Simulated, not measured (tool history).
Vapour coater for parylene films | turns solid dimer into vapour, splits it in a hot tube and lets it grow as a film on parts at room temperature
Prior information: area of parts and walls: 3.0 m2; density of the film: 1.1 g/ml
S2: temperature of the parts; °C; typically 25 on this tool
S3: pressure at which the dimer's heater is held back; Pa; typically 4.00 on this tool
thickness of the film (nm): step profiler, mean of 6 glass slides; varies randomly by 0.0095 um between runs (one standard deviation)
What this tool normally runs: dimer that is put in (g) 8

run 1 hour=0.0 | dimer_that_is_put_in_(g)=8 S2=25 S3=4.00 | thickness_of_the_film_(nm)=1409
run 2 hour=24.7 | dimer_that_is_put_in_(g)=8 S2=25 S3=4.00 | thickness_of_the_film_(nm)=1408
run 3 hour=46.7 | dimer_that_is_put_in_(g)=8 S2=36 S3=4.00 | thickness_of_the_film_(nm)=1000
run 4 hour=60.3 | dimer_that_is_put_in_(g)=8 S2=20 S3=4.00 | thickness_of_the_film_(nm)=1628
run 5 hour=74.0 | dimer_that_is_put_in_(g)=8 S2=20 S3=4.00 | thickness_of_the_film_(nm)=1652
run 6 hour=89.4 | dimer_that_is_put_in_(g)=8 S2=25 S3=4.00 | thickness_of_the_film_(nm)=1408
run 7 hour=107.3 | dimer_that_is_put_in_(g)=8 S2=25 S3=4.00 | thickness_of_the_film_(nm)=1415
run 8 hour=126.7 | dimer_that_is_put_in_(g)=8 S2=25 S3=4.00 | thickness_of_the_film_(nm)=1411
run 9 hour=150.0 | dimer_that_is_put_in_(g)=8 S2=25 S3=4.00 | thickness_of_the_film_(nm)=1410
run 10 hour=176.5 | dimer_that_is_put_in_(g)=8 S2=27 S3=11.96 | thickness_of_the_film_(nm)=1174
run 11 hour=206.4 | dimer_that_is_put_in_(g)=12 S2=17 S3=2.17 | thickness_of_the_film_(nm)=2932
run 12 hour=228.9 | dimer_that_is_put_in_(g)=12 S2=24 S3=2.39 | thickness_of_the_film_(nm)=2318
run 13 hour=256.5 | dimer_that_is_put_in_(g)=12 S2=31 S3=9.40 | thickness_of_the_film_(nm)=1575
run 14 hour=283.2 | dimer_that_is_put_in_(g)=12 S2=31 S3=9.40 | thickness_of_the_film_(nm)=1569
run 15 hour=311.0 | dimer_that_is_put_in_(g)=8 S2=31 S3=3.27 | thickness_of_the_film_(nm)=1200
run 16 hour=341.6 | dimer_that_is_put_in_(g)=8 S2=34 S3=7.13 | thickness_of_the_film_(nm)=995
run 17 hour=368.9 | dimer_that_is_put_in_(g)=6 S2=25 S3=11.90 | thickness_of_the_film_(nm)=918

Consider 3 possible next runs. They are alternatives, not a sequence: every one starts from the tool as it was left by run 17. What does each give?
run A hour=398.7 | dimer_that_is_put_in_(g)=6 S2=23 S3=11.90 | thickness_of_the_film_(nm)=?
run B hour=398.7 | dimer_that_is_put_in_(g)=8 S2=22 S3=4.00 | thickness_of_the_film_(nm)=?
run C hour=398.7 | dimer_that_is_put_in_(g)=6 S2=19 S3=11.90 | thickness_of_the_film_(nm)=?

run=A thickness_of_the_film_(nm)=985
run=B thickness_of_the_film_(nm)=1530
run=C thickness_of_the_film_(nm)=1115
Without the tool's unlogged condition, the same runs would have read:
run=A thickness_of_the_film_(nm)=986
run=B thickness_of_the_film_(nm)=1531
run=C thickness_of_the_film_(nm)=1117

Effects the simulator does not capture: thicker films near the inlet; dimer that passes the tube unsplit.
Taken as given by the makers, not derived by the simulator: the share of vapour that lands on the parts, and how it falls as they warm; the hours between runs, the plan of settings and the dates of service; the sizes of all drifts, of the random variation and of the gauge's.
